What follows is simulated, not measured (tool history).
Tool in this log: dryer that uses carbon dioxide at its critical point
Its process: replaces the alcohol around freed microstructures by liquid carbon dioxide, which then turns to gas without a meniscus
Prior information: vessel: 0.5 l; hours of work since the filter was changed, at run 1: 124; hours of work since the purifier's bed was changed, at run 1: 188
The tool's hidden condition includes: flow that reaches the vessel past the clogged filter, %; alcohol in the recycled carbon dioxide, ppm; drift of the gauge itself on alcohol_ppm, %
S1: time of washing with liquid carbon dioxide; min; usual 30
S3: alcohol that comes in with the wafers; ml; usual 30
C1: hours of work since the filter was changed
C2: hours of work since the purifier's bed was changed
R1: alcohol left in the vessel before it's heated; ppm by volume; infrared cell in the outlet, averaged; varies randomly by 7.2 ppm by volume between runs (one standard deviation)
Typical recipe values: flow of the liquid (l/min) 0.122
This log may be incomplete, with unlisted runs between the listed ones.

{"run": 1, "hour": 0.0, "S1": 30, "flow of the liquid (l/min)": 0.122, "S3": 30, "C1": 124, "C2": 188, "R1": 639}
{"run": 2, "hour": 11.9, "S1": 30, "flow of the liquid (l/min)": 0.122, "S3": 30, "C1": 128, "C2": 191, "R1": 633}
{"run": 3, "hour": 32.0, "S1": 30, "flow of the liquid (l/min)": 0.08, "S3": 30, "C1": 134, "C2": 197, "R1": 3129}
{"run": 4, "hour": 41.8, "S1": 25, "flow of the liquid (l/min)": 0.122, "S3": 30, "C1": 137, "C2": 200, "R1": 1353}
{"run": 5, "hour": 63.0, "S1": 30, "flow of the liquid (l/min)": 0.122, "S3": 30, "C1": 143, "C2": 207, "R1": 676}
{"run": 6, "hour": 80.9, "S1": 30, "flow of the liquid (l/min)": 0.122, "S3": 30, "C1": 149, "C2": 212, "R1": 689}
{"run": 7, "hour": 96.8, "S1": 30, "flow of the liquid (l/min)": 0.122, "S3": 30, "C1": 154, "C2": 217, "R1": 726}
{"run": 8, "hour": 117.6, "S1": 30, "flow of the liquid (l/min)": 0.087, "S3": 30, "C1": 160, "C2": 223, "R1": 2566}
{"run": 9, "hour": 134.9, "S1": 30, "flow of the liquid (l/min)": 0.122, "S3": 30, "C1": 165, "C2": 229, "R1": 774}
{"run": 10, "hour": 144.3, "S1": 30, "flow of the liquid (l/min)": 0.122, "S3": 30, "C1": 168, "C2": 231, "R1": 766}
{"run": 11, "hour": 161.9, "S1": 30, "flow of the liquid (l/min)": 0.122, "S3": 30, "C1": 173, "C2": 237, "R1": 774}
{"run": 12, "hour": 178.3, "S1": 30, "flow of the liquid (l/min)": 0.122, "S3": 30, "C1": 178, "C2": 242, "R1": 803}
{"run": 13, "hour": 197.1, "S1": 30, "flow of the liquid (l/min)": 0.122, "S3": 30, "C1": 184, "C2": 248, "R1": 812}
{"run": 14, "hour": 209.0, "S1": 30, "flow of the liquid (l/min)": 0.122, "S3": 30, "C1": 188, "C2": 251, "R1": 831}
{"run": 15, "hour": 219.4, "S1": 30, "flow of the liquid (l/min)": 0.122, "S3": 30, "C1": 191, "C2": 254, "R1": 866}
{"run": 16, "hour": 236.5, "S1": 30, "flow of the liquid (l/min)": 0.181, "S3": 30, "C1": 196, "C2": 259, "R1": 180}
{"run": 17, "hour": 252.6, "S1": 30, "flow of the liquid (l/min)": 0.158, "S3": 30, "C1": 201, "C2": 264, "R1": 300}
{"hour": 257.9, "done": "inlet filter changed"}
{"run": 18, "hour": 273.5, "S1": 30, "flow of the liquid (l/min)": 0.158, "S3": 101, "C1": 5, "C2": 270, "R1": 328}
{"run": 19, "hour": 282.3, "S1": 30, "flow of the liquid (l/min)": 0.198, "S3": 30, "C1": 7, "C2": 273, "R1": 106}
{"run": 20, "hour": 295.1, "S1": 30, "flow of the liquid (l/min)": 0.122, "S3": 30, "C1": 11, "C2": 277, "R1": 468}
{"run": 21, "hour": 304.8, "S1": 30, "flow of the liquid (l/min)": 0.122, "S3": 30, "C1": 14, "C2": 280, "R1": 469}
{"run": 22, "hour": 314.6, "S1": 30, "flow of the liquid (l/min)": 0.122, "S3": 30, "C1": 17, "C2": 283, "R1": 464}
{"run": 23, "hour": 323.7, "S1": 30, "flow of the liquid (l/min)": 0.122, "S3": 30, "C1": 20, "C2": 286, "R1": 452}
{"run": 24, "hour": 334.8, "S1": 30, "flow of the liquid (l/min)": 0.122, "S3": 30, "C1": 23, "C2": 289, "R1": 482}
{"run": 25, "hour": 348.1, "S1": 30, "flow of the liquid (l/min)": 0.194, "S3": 69, "C1": 27, "C2": 293, "R1": 139}
{"run": 26, "hour": 360.8, "S1": 19, "flow of the liquid (l/min)": 0.083, "S3": 38, "C1": 31, "C2": 297, "R1": 8967}

Predict the results of run 27:
{"run": 27, "hour": 373.0, "S1": 25, "flow of the liquid (l/min)": 0.075, "S3": 22, "C1": 35, "C2": 300, "R1": "?"}

{"run 27": {"R1": 3554}}
With no hidden state in the tool, this same run would have given R1 3193 ppm by volume.
